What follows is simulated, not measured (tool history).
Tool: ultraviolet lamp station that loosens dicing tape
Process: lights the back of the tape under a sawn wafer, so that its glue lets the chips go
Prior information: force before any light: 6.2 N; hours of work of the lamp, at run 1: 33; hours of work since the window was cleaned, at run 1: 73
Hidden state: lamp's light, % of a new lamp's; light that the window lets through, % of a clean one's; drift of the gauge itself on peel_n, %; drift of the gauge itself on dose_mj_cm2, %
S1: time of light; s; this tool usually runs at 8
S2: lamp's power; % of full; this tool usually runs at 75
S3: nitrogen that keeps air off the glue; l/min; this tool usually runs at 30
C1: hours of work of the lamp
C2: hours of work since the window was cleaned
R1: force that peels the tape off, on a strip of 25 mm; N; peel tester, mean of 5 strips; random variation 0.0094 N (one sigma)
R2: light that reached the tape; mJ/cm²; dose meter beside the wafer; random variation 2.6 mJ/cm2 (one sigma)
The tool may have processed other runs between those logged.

run,hour,S1,S2,S3,C1,C2,R1,R2
1,0.0,8,75,30,33,73,0.439,325
2,15.9,8,75,30,45,85,0.441,320
3,25.1,8,75,30,53,93,0.440,320
4,42.4,8,75,30,66,106,0.443,318
5,51.8,8,75,30,74,114,0.443,314
6,65.5,14,75,30,84,124,0.203,555
7,78.8,14,75,30,95,135,0.204,543
8,95.2,14,75,30,108,148,0.195,541
9,113.4,14,75,30,122,162,0.209,539
10,124.6,14,75,30,131,171,0.198,539
# hour 125.8: window cleaned of glue's vapour
11,137.0,8,75,9,140,9,0.884,295
12,150.9,8,75,9,151,20,0.870,296
13,167.1,5,89,30,163,32,0.900,223
14,182.4,5,76,30,175,44,1.202,184
15,198.8,12,75,42,188,57,0.247,431
16,207.0,12,68,11,195,64,0.484,391
17,219.9,12,68,12,205,74,0.454,388
# hour 223.8: window cleaned of glue's vapour, once more
18,235.3,12,68,12,217,9,0.372,436
19,248.2,6,80,22,227,19,0.783,255
20,259.2,11,78,28,235,28,0.252,448
21,269.4,7,80,28,243,36,0.545,294
22,284.7,8,75,59,255,48,0.386,312
23,292.8,8,75,59,262,54,0.375,309

Consider 4 possible next runs. They are alternatives, not a sequence: every one starts from the tool as it was left by run 23. What does each give?
A,305.7,13,75,59,272,64,?,?
B,305.7,8,80,10,272,64,?,?
C,305.7,5,83,18,272,64,?,?
D,305.7,5,75,30,272,64,?,?

run,R1,R2
A,0.207,505
B,0.682,334
C,1.128,212
D,1.096,192
What these runs would have given with no unlogged condition in the tool:
run,R1,R2
A,0.196,557
B,0.566,369
C,0.961,234
D,0.933,212
